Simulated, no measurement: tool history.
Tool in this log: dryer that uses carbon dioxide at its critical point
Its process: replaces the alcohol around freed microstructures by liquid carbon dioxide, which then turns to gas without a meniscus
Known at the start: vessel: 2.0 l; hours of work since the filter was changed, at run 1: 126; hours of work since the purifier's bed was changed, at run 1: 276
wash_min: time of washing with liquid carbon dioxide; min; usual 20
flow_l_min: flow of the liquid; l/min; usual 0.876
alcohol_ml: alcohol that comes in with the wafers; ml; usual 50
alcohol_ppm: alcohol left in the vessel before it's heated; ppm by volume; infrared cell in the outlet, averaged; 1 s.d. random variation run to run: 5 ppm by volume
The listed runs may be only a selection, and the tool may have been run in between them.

run	hour	wash_min	flow_l_min	alcohol_ml	hours of work since the filter was changed	hours of work since the purifier's bed was changed	alcohol_ppm
1	0	20	0.876	50	126	276	77
2	9.9	20	0.876	50	132	282	66
3	25.2	20	0.876	50	141	291	76
4	39.3	20	0.876	50	149	299	75
5	49.6	18	0.876	50	155	305	91
6	64.1	14	0.876	50	164	314	179
7	72.1	20	0.876	62	168	319	85
8	85.1	20	0.876	62	176	326	91
9	100.1	20	0.876	50	185	335	83
10	110.8	20	0.876	50	191	342	92
11	122.8	20	0.759	50	198	349	107
12	138	20	0.759	50	207	358	107
13	147.5	20	0.759	50	213	363	111
14	157.6	20	0.759	50	219	369	105
15	173.8	20	0.876	31	228	379	95
16	186.1	27	0.876	38	236	386	91
17	202.8	20	0.977	50	245	396	92
18	214.8	20	1.033	79	252	403	91
19	222.1	23	1.304	79	257	407	87
20	239.6	29	0.876	35	267	417	91
21	255.9	19	0.876	46	277	427	102
22	269.2	26	0.553	119	285	435	224
23	279.6	26	0.553	119	291	441	229
24	293.7	16	0.712	53	299	449	308
25	307.7	16	0.712	53	307	458	302
26	322.2	16	0.712	53	316	466	309
27	335.3	20	0.712	24	324	474	124
28	349.9	21	0.86	50	332	483	121
29	362.2	21	0.86	34	339	490	109
30	375.7	21	0.86	57	347	498	124

Measured result minus the same run's result without the hidden state. Both carry the same run-to-run variation, though not necessarily the same gauge scatter:
The hidden state here: flow that reaches the vessel past the clogged filter, %; alcohol in the recycled carbon dioxide, ppm; drift of the gauge itself on alcohol_ppm, %.
run	alcohol_ppm
1	+62
2	+63
3	+64
4	+67
5	+71
6	+93
7	+73
8	+73
9	+75
10	+76
11	+86
12	+89
13	+91
14	+90
15	+85
16	+83
17	+85
18	+88
19	+85
20	+89
21	+97
22	+145
23	+150
24	+173
25	+175
26	+181
27	+112
28	+110
29	+109
30	+112

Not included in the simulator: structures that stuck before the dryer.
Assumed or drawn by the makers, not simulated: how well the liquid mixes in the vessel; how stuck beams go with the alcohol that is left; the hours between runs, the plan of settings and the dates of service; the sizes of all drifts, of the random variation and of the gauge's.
